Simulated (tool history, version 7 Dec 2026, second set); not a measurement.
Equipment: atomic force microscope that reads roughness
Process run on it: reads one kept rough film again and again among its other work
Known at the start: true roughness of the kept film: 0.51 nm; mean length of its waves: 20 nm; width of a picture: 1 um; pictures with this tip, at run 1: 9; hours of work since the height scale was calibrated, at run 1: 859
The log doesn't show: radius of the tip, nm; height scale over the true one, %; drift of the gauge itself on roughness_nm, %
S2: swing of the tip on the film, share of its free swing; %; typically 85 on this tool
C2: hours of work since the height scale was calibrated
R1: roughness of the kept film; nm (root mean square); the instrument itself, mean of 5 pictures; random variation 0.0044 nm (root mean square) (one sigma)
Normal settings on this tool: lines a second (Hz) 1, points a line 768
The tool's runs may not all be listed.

Run 1, hour 0: usual settings; pictures with this tip 9; C2 859. Result: R1 0.448 nm (root mean square).
Run 2, hour 38.1: usual settings but lines a second (Hz) 2.43; pictures with this tip 78; C2 882. Result: R1 0.405 nm (root mean square).
Run 3, hour 83.2: usual settings but lines a second (Hz) 2.43; pictures with this tip 160; C2 908. Result: R1 0.408 nm (root mean square).
Run 4, hour 129: usual settings but lines a second (Hz) 2.43; pictures with this tip 243; C2 936. Result: R1 0.389 nm (root mean square).
Run 5, hour 171.2: usual settings but lines a second (Hz) 2.43; pictures with this tip 320; C2 961. Result: R1 0.391 nm (root mean square).
At hour 212.3: new tip fitted.
Run 6, hour 236.5: usual settings but lines a second (Hz) 0.75; pictures with this tip 44; C2 1000. Result: R1 0.454 nm (root mean square).
Run 7, hour 275: usual settings but lines a second (Hz) 0.75; pictures with this tip 113; C2 1023. Result: R1 0.45 nm (root mean square).
Run 8, hour 303.1: usual settings; pictures with this tip 165; C2 1040. Result: R1 0.434 nm (root mean square).
Run 9, hour 334.4: usual settings; pictures with this tip 221; C2 1058. Result: R1 0.44 nm (root mean square).
Run 10, hour 388.8: usual settings but S2 59 %; pictures with this tip 320; C2 1091. Result: R1 0.449 nm (root mean square).
At hour 428.7: new tip fitted.
Run 11, hour 448.6: usual settings but S2 59 %, points a line 390; pictures with this tip 36; C2 1126. Result: R1 0.466 nm (root mean square).
Run 12, hour 489.3: usual settings but S2 59 %, points a line 390; pictures with this tip 110; C2 1151. Result: R1 0.463 nm (root mean square).
Run 13, hour 529.5: usual settings but S2 59 %, points a line 390; pictures with this tip 183; C2 1175. Result: R1 0.456 nm (root mean square).
At hour 535.8: height scale calibrated on a step standard.
Run 14, hour 563.6: usual settings but lines a second (Hz) 3.36, S2 70 %, points a line 495; pictures with this tip 243; C2 17. Result: R1 0.414 nm (root mean square).
Run 15, hour 622.2: usual settings but lines a second (Hz) 1.82, S2 71 %, points a line 733; pictures with this tip 350; C2 52. Result: R1 0.436 nm (root mean square).
At hour 649.5: new tip fitted.
Run 16, hour 672.6: usual settings but lines a second (Hz) 1.03, S2 65 %, points a line 733; pictures with this tip 42; C2 82. Result: R1 0.461 nm (root mean square).
Run 17, hour 719.8: usual settings but lines a second (Hz) 0.8, S2 82 %; pictures with this tip 128; C2 110. Result: R1 0.448 nm (root mean square).
Run 18, hour 763.9: usual settings but lines a second (Hz) 0.94, S2 82 %; pictures with this tip 208; C2 136. Result: R1 0.436 nm (root mean square).
Run 19, hour 811.8: usual settings but lines a second (Hz) 0.59, S2 82 %, points a line 326; pictures with this tip 295; C2 165. Result: R1 0.439 nm (root mean square).
At hour 868.8: new tip fitted.
At hour 880.1: height scale calibrated on a step standard, once more.
Run 20, hour 880.1: usual settings but lines a second (Hz) 0.57, S2 90 %; pictures with this tip 19; C2 0. Result: R1 0.464 nm (root mean square).
Run 21, hour 918.3: usual settings but lines a second (Hz) 0.51, S2 90 %; pictures with this tip 88; C2 23. Result: R1 0.469 nm (root mean square).
Run 22, hour 986.9: usual settings but lines a second (Hz) 2.49, S2 90 %; pictures with this tip 213; C2 64. Result: R1 0.387 nm (root mean square).
Run 23, hour 1047.7: usual settings but lines a second (Hz) 1.41; pictures with this tip 323; C2 100. Result: R1 0.423 nm (root mean square).

How the hidden state differs across the entries between the runs, from the last listed run before each to the first after it:
Runs 5 to 6: new tip fitted (hour 212.3)
  radius of the tip, nm: 17.2 -> 8.5; height scale over the true one, %: -1.24 -> -1.28
  what was measured, less what the result would be without the hidden state, R1: -0.025 -> -0.01 nm (root mean square)
Runs 10 to 11: new tip fitted (hour 428.7)
  radius of the tip, nm: 17.1 -> 8.5; height scale over the true one, %: -1.36 -> -1.4
  what was measured, less what the result would be without the hidden state, R1: -0.029 -> -0.01 nm (root mean square)
Runs 13 to 14: height scale calibrated on a step standard (hour 535.8)
  radius of the tip, nm: 12.8 -> 14.8; height scale over the true one, %: -1.45 -> -1.62
  what was measured, less what the result would be without the hidden state, R1: -0.02 -> -0.023 nm (root mean square)
Runs 15 to 16: new tip fitted (hour 649.5)
  radius of the tip, nm: 17.9 -> 8.4; height scale over the true one, %: -1.66 -> -1.69
  what was measured, less what the result would be without the hidden state, R1: -0.031 -> -0.011 nm (root mean square)
Runs 19 to 20: new tip fitted (hour 868.8); height scale calibrated on a step standard, once more (hour 880.1)
  radius of the tip, nm: 16.4 -> 7.6; height scale over the true one, %: -1.77 -> 0.02
  what was measured, less what the result would be without the hidden state, R1: -0.028 -> -0.001 nm (root mean square)

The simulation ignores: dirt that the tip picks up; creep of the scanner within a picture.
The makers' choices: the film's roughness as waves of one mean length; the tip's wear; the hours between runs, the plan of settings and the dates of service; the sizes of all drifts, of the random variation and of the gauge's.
